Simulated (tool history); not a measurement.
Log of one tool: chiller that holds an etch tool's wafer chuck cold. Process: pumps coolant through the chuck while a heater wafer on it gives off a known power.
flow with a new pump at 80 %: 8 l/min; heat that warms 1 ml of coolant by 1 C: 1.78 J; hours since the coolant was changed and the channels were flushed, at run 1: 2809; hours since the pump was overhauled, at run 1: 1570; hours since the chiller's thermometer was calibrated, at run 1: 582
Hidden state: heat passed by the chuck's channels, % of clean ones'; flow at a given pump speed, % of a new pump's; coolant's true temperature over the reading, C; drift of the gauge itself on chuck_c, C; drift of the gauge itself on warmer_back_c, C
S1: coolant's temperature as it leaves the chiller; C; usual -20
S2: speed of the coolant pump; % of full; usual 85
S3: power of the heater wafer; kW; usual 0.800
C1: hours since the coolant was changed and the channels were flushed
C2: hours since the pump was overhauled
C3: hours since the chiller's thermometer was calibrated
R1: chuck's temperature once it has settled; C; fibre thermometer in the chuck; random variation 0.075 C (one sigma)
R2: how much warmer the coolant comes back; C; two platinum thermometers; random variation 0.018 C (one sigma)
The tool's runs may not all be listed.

{"run": 1, "hour": 0.0, "S1": -20, "S2": 85, "S3": 0.8, "C1": 2809, "C2": 1570, "C3": 582, "R1": -11.32, "R2": 3.19}
{"run": 2, "hour": 33.9, "S1": -20, "S2": 85, "S3": 0.8, "C1": 2843, "C2": 1604, "C3": 616, "R1": -11.26, "R2": 3.24}
{"run": 3, "hour": 71.7, "S1": -20, "S2": 85, "S3": 0.8, "C1": 2881, "C2": 1641, "C3": 654, "R1": -11.26, "R2": 3.23}
{"run": 4, "hour": 99.3, "S1": -20, "S2": 85, "S3": 0.8, "C1": 2908, "C2": 1669, "C3": 682, "R1": -11.18, "R2": 3.24}
{"run": 5, "hour": 129.5, "S1": -20, "S2": 85, "S3": 0.8, "C1": 2939, "C2": 1699, "C3": 712, "R1": -11.16, "R2": 3.23}
{"run": 6, "hour": 155.2, "S1": -28, "S2": 85, "S3": 0.8, "C1": 2964, "C2": 1725, "C3": 738, "R1": -19.26, "R2": 3.19}
{"run": 7, "hour": 180.8, "S1": -28, "S2": 85, "S3": 0.8, "C1": 2990, "C2": 1750, "C3": 763, "R1": -19.22, "R2": 3.23}
{"run": 8, "hour": 199.6, "S1": -16, "S2": 85, "S3": 0.504, "C1": 3009, "C2": 1769, "C3": 782, "R1": -10.55, "R2": 2.0}
{"hour": 204.6, "done": "chiller's thermometer calibrated"}
{"run": 9, "hour": 236.7, "S1": -20, "S2": 60, "S3": 0.8, "C1": 3045, "C2": 1805, "C3": 32, "R1": -9.47, "R2": 4.48}
{"run": 10, "hour": 270.3, "S1": -21, "S2": 68, "S3": 0.8, "C1": 3078, "C2": 1839, "C3": 66, "R1": -11.19, "R2": 3.96}
{"run": 11, "hour": 294.2, "S1": -20, "S2": 75, "S3": 0.8, "C1": 3102, "C2": 1863, "C3": 90, "R1": -10.63, "R2": 3.66}
{"run": 12, "hour": 316.2, "S1": -27, "S2": 68, "S3": 1.073, "C1": 3124, "C2": 1885, "C3": 112, "R1": -13.66, "R2": 5.34}

5 ways to go on from here, each from the tool as it stands after run 12. What would each give?
{"run": "A", "hour": 350.5, "S1": -18, "S2": 68, "S3": 1.073, "C1": 3159, "C2": 1919, "C3": 146, "R1": "?", "R2": "?"}
{"run": "B", "hour": 350.5, "S1": -27, "S2": 68, "S3": 0.471, "C1": 3159, "C2": 1919, "C3": 146, "R1": "?", "R2": "?"}
{"run": "C", "hour": 350.5, "S1": -17, "S2": 68, "S3": 1.037, "C1": 3159, "C2": 1919, "C3": 146, "R1": "?", "R2": "?"}
{"run": "D", "hour": 350.5, "S1": -11, "S2": 74, "S3": 0.74, "C1": 3159, "C2": 1919, "C3": 146, "R1": "?", "R2": "?"}
{"run": "E", "hour": 350.5, "S1": -23, "S2": 68, "S3": 1.073, "C1": 3159, "C2": 1919, "C3": 146, "R1": "?", "R2": "?"}

run=A R1=-4.73 R2=5.33
run=B R1=-21.10 R2=2.35
run=C R1=-4.27 R2=5.16
run=D R1=-2.24 R2=3.40
run=E R1=-9.86 R2=5.34
Without the tool's hidden state the same runs would have given:
run=A R1=-5.22 R2=5.24
run=B R1=-21.27 R2=2.31
run=C R1=-4.75 R2=5.08
run=D R1=-2.54 R2=3.35
run=E R1=-10.36 R2=5.25

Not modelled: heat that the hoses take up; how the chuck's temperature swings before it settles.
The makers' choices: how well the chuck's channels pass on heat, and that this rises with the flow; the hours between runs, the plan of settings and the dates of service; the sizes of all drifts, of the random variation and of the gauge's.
